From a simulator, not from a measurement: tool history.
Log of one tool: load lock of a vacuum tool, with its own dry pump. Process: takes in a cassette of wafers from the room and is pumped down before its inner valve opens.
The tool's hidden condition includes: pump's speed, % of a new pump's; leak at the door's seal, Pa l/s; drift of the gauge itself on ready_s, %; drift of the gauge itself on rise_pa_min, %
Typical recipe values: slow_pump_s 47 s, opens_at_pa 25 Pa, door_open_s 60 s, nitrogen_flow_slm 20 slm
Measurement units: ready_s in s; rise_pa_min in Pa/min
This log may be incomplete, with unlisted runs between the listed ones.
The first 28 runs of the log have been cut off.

| run | hour | slow_pump_s | opens_at_pa | door_open_s | nitrogen_flow_slm | hours that the pump has run since its overhaul | times that the door has closed on its seal | incoming humidity of the room's air, % | ready_s | rise_pa_min |
|---|---|---|---|---|---|---|---|---|---|---|
| 29 | 15349.8 | 54 | 30 | 148 | 4 | 8092 | 5260 | 46.1 | 87.8 | 0.104 |
| 30 | 15716.5 | 54 | 42 | 148 | 20 | 8459 | 6686 | 46.4 | 86.7 | 0.073 |
| 31 | 16254.7 | 53 | 31 | 52 | 20 | 8997 | 8780 | 47.5 | 88.0 | 0.068 |
| 32 | 16659.3 | 53 | 31 | 52 | 20 | 9401 | 10353 | 44.4 | 88.6 | 0.073 |
| 33 | 17329.7 | 29 | 31 | 106 | 38 | 10072 | 12961 | 46.8 | 72.2 | 0.092 |
| 34 | 18048.1 | 24 | 19 | 39 | 12 | 10790 | 15755 | 48.4 | 72.7 | 0.117 |
| 35 | 18458.0 | 24 | 19 | 39 | 12 | 11200 | 17350 | 48.3 | 72.3 | 0.139 |
| 36 | 19056.3 | 52 | 21 | 39 | 12 | 11799 | 19677 | 43.7 | 92.7 | 0.154 |

Each row is a separate what-if for the run after 36, all from the same tool condition, not one after another. Results?
| A | 19726.9 | 52 | 21 | 154 | 41 | 12469 | 22285 | 43.9 | ? | ? |
| B | 19726.9 | 36 | 29 | 39 | 12 | 12469 | 22285 | 47.5 | ? | ? |
| C | 19726.9 | 38 | 21 | 46 | 12 | 12469 | 22285 | 44.8 | ? | ? |
| D | 19726.9 | 47 | 23 | 60 | 20 | 12469 | 22285 | 44.3 | ? | ? |

| run | ready_s | rise_pa_min |
|---|---|---|
| A | 92.4 | 0.173 |
| B | 79.0 | 0.179 |
| C | 83.5 | 0.181 |
| D | 88.5 | 0.170 |
What these runs would have given with no unlogged condition in the tool:
| run | ready_s | rise_pa_min |
|---|---|---|
| A | 84.5 | 0.027 |
| B | 70.6 | 0.035 |
| C | 74.7 | 0.035 |
| D | 80.4 | 0.027 |
